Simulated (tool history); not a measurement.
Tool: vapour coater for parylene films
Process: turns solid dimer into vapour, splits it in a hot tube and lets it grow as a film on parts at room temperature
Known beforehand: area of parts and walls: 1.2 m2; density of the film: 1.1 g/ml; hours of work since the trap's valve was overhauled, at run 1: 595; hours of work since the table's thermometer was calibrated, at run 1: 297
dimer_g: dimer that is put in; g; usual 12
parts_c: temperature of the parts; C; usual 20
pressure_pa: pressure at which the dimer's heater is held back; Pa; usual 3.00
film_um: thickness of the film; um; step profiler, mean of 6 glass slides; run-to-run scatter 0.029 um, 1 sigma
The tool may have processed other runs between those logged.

| run | hour | dimer_g | parts_c | pressure_pa | hours of work since the trap's valve was overhauled | hours of work since the table's thermometer was calibrated | film_um |
|---|---|---|---|---|---|---|---|
| 1 | 0.0 | 12 | 20 | 3.00 | 595 | 297 | 5.27 |
| 2 | 18.1 | 12 | 20 | 3.00 | 608 | 310 | 5.24 |
| 3 | 42.1 | 12 | 20 | 3.00 | 625 | 327 | 5.24 |
| 4 | 69.6 | 8 | 20 | 3.00 | 644 | 347 | 3.52 |
| 5 | 97.2 | 8 | 20 | 3.00 | 664 | 367 | 3.52 |
|  | 104.9 | trap's valve overhauled |
| 6 | 125.6 | 12 | 20 | 8.14 | 15 | 384 | 4.72 |
| 7 | 141.1 | 12 | 20 | 3.00 | 26 | 395 | 5.25 |
| 8 | 170.4 | 12 | 20 | 3.00 | 47 | 416 | 5.23 |
| 9 | 188.8 | 12 | 20 | 3.00 | 60 | 429 | 5.18 |
| 10 | 213.7 | 12 | 20 | 3.00 | 78 | 447 | 5.26 |
| 11 | 244.6 | 12 | 25 | 3.00 | 100 | 469 | 4.67 |
| 12 | 263.5 | 12 | 22 | 3.00 | 113 | 482 | 4.99 |
| 13 | 292.8 | 12 | 22 | 3.00 | 134 | 503 | 4.90 |
| 14 | 321.1 | 12 | 17 | 3.00 | 154 | 523 | 5.53 |
| 15 | 354.9 | 12 | 17 | 3.00 | 178 | 547 | 5.54 |
| 16 | 381.0 | 12 | 17 | 3.00 | 197 | 566 | 5.50 |
| 17 | 412.1 | 12 | 17 | 9.96 | 219 | 588 | 4.82 |
|  | 430.8 | gauge calibrated |
| 18 | 430.8 | 12 | 17 | 9.96 | 232 | 601 | 4.91 |
| 19 | 456.8 | 21 | 24 | 5.78 | 251 | 620 | 7.86 |
| 20 | 479.2 | 21 | 24 | 5.78 | 267 | 636 | 7.72 |
| 21 | 505.7 | 6 | 20 | 11.73 | 285 | 655 | 2.23 |
| 22 | 536.3 | 6 | 20 | 11.73 | 307 | 676 | 2.25 |
| 23 | 567.6 | 6 | 20 | 11.73 | 330 | 699 | 2.24 |
| 24 | 596.0 | 12 | 18 | 5.75 | 350 | 719 | 5.03 |
| 25 | 611.4 | 7 | 14 | 11.94 | 361 | 730 | 2.97 |
| 26 | 642.0 | 7 | 15 | 11.94 | 383 | 752 | 2.94 |
| 27 | 676.0 | 12 | 20 | 3.04 | 407 | 776 | 5.18 |
| 28 | 700.8 | 15 | 20 | 5.70 | 424 | 794 | 5.96 |
| 29 | 725.6 | 15 | 20 | 5.70 | 442 | 811 | 6.00 |
| 30 | 759.5 | 15 | 25 | 5.70 | 466 | 835 | 5.29 |
| 31 | 773.4 | 15 | 25 | 5.70 | 476 | 845 | 5.26 |
| 32 | 796.6 | 5 | 20 | 11.84 | 493 | 862 | 1.84 |
| 33 | 811.9 | 12 | 20 | 11.86 | 504 | 873 | 4.43 |
| 34 | 843.1 | 12 | 29 | 2.34 | 526 | 895 | 4.28 |
| 35 | 866.1 | 12 | 20 | 2.76 | 542 | 911 | 5.16 |
| 36 | 882.5 | 13 | 30 | 3.74 | 554 | 923 | 4.27 |

Subtracting, for every run, the result it would have given without the tool's unlogged condition from the measured result gives the following. The same run-to-run variation enters both numbers; the gauge's scatter may not:
Unlogged tool condition in this case: vapour lost through the trap's worn valve, %; true temperature of the parts over the reading, C; drift of the gauge itself on film_um, %.
| run | film_um |
|---|---|
| 1 | -0.02 |
| 2 | -0.02 |
| 3 | -0.03 |
| 4 | -0.02 |
| 5 | -0.03 |
| 6 | -0.04 |
| 7 | -0.05 |
| 8 | -0.06 |
| 9 | -0.07 |
| 10 | -0.08 |
| 11 | -0.07 |
| 12 | -0.09 |
| 13 | -0.10 |
| 14 | -0.12 |
| 15 | -0.13 |
| 16 | -0.14 |
| 17 | -0.14 |
| 18 | -0.01 |
| 19 | -0.02 |
| 20 | -0.03 |
| 21 | -0.01 |
| 22 | -0.02 |
| 23 | -0.03 |
| 24 | -0.07 |
| 25 | -0.04 |
| 26 | -0.05 |
| 27 | -0.10 |
| 28 | -0.12 |
| 29 | -0.13 |
| 30 | -0.13 |
| 31 | -0.14 |
| 32 | -0.05 |
| 33 | -0.12 |
| 34 | -0.13 |
| 35 | -0.17 |
| 36 | -0.14 |
